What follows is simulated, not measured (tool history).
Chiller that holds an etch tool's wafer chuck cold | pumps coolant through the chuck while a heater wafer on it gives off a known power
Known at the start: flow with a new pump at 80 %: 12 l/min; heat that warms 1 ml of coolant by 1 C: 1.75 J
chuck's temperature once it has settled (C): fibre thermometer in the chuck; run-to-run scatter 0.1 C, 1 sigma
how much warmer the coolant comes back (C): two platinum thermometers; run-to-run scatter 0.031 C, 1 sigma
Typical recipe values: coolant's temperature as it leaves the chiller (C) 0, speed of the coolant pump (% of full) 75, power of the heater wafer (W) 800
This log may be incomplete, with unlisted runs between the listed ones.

run    hour  coolant's temperature as it leaves the chiller (C)  speed of the coolant pump (% of full)  power of the heater wafer (W)  chuck's temperature once it has settled (C)  how much warmer the coolant comes back (C)
  1       0                                                   0                                     75                            800                                          7.5                                        2.44
  2    79.4                                                   0                                     83                            800                                          6.8                                        2.21
  3   250.4                                                   2                                     75                            800                                          9.3                                        2.44
  4   431.7                                                   0                                     75                            459                                          4.2                                        1.35
  5   604.6                                                   0                                     75                            459                                          4.2                                        1.38
  6   762.9                                                   0                                     75                            459                                          4.3                                        1.39
  7   919.6                                                   0                                     75                            459                                          4.2                                        1.37
  8  1024.9                                                   0                                     75                            459                                          4.2                                        1.35
     1058.5  -- coolant changed, channels flushed
  9  1155.2                                                   0                                     88                            800                                          6.5                                        2.01
 10  1308.3                                                   0                                     88                            800                                          6.6                                        1.95
 11  1419.4                                                   0                                     91                            800                                          6.4                                        1.91
 12  1571.4                                                   0                                     91                            800                                          6.4                                         1.9
 13  1728.6                                                   0                                     91                            800                                          6.4                                        1.91
 14  1891.7                                                   0                                     91                            743                                            6                                        1.73
 15  2011.5                                                   0                                     98                            800                                            6                                        1.74
 16  2143.6                                                   0                                     98                            800                                            6                                        1.72
 17  2283.3                                                   0                                     98                            661                                          5.1                                        1.37
 18  2435.1                                                   0                                     98                            661                                          5.1                                         1.4
 19  2606.9                                                   0                                     75                            647                                          5.9                                        1.83
 20  2788.7                                                   6                                     82                           1179                                         16.3                                        3.18
 21  2947.1                                                   6                                     82                           1179                                         16.1                                        3.11
 22    3098                                                   6                                     82                           1179                                         16.2                                        3.14
 23  3234.6                                                   1                                     75                            402                                          4.7                                        1.09
 24  3397.5                                                  -6                                     75                           1193                                          4.9                                        3.48
 25  3517.4                                                   0                                     68                            800                                          7.9                                        2.53
 26  3617.6                                                   0                                     68                            800                                            8                                        2.53
 27  3769.6                                                   0                                     68                            800                                          7.9                                        2.47
 28  3962.6                                                  -7                                     88                            791                                         -0.4                                        1.79
     4021.2  -- chiller's thermometer calibrated
 29  4114.9                                                  -7                                     73                            734                                         -0.1                                        2.07
 30    4294                                                   7                                     75                            800                                         14.4                                        2.25
     4401.1  -- gauge calibrated
 31  4438.4                                                  10                                     75                            922                                         18.4                                        2.79
 32  4546.1                                                  -7                                     87                           1157                                          2.6                                        2.97

For some of the steps in how much warmer the coolant comes back (C) from one run to the next: how much would appear even if the tool had no hidden state, given the settings, what came in and random variation, and how much remains for the hidden state plus any gauge scatter that the measured result and the result without hidden state don't share?
Unlogged tool condition in this case: heat passed by the chuck's channels, % of clean ones'; flow at a given pump speed, % of a new pump's; coolant's true temperature over the reading, C; drift of the gauge itself on chuck_c, C; drift of the gauge itself on warmer_back_c, C.
Run 3 -> 4: coolant's temperature as it leaves the chiller (C) 2 -> 0, power of the heater wafer (W) 800 -> 459. how much warmer the coolant comes back (C) -1.09: hidden state -0.02, all else -1.07.
Run 11 -> 12: settings left as they were, no log entry in between. how much warmer the coolant comes back (C) -0.01: hidden state -0.02, all else +0.01.
Run 19 -> 20: coolant's temperature as it leaves the chiller (C) 0 -> 6, speed of the coolant pump (% of full) 75 -> 82, power of the heater wafer (W) 647 -> 1179. how much warmer the coolant comes back (C) +1.35: hidden state -0.01, all else +1.36.
Run 22 -> 23: coolant's temperature as it leaves the chiller (C) 6 -> 1, speed of the coolant pump (% of full) 82 -> 75, power of the heater wafer (W) 1179 -> 402. how much warmer the coolant comes back (C) -2.05: hidden state -0.02, all else -2.03.
Run 23 -> 24: coolant's temperature as it leaves the chiller (C) 1 -> -6, power of the heater wafer (W) 402 -> 1193. how much warmer the coolant comes back (C) +2.39: hidden state +0, all else +2.39.
Run 30 -> 31: coolant's temperature as it leaves the chiller (C) 7 -> 10, power of the heater wafer (W) 800 -> 922, gauge calibrated. how much warmer the coolant comes back (C) +0.54: hidden state +0.23, all else +0.31.
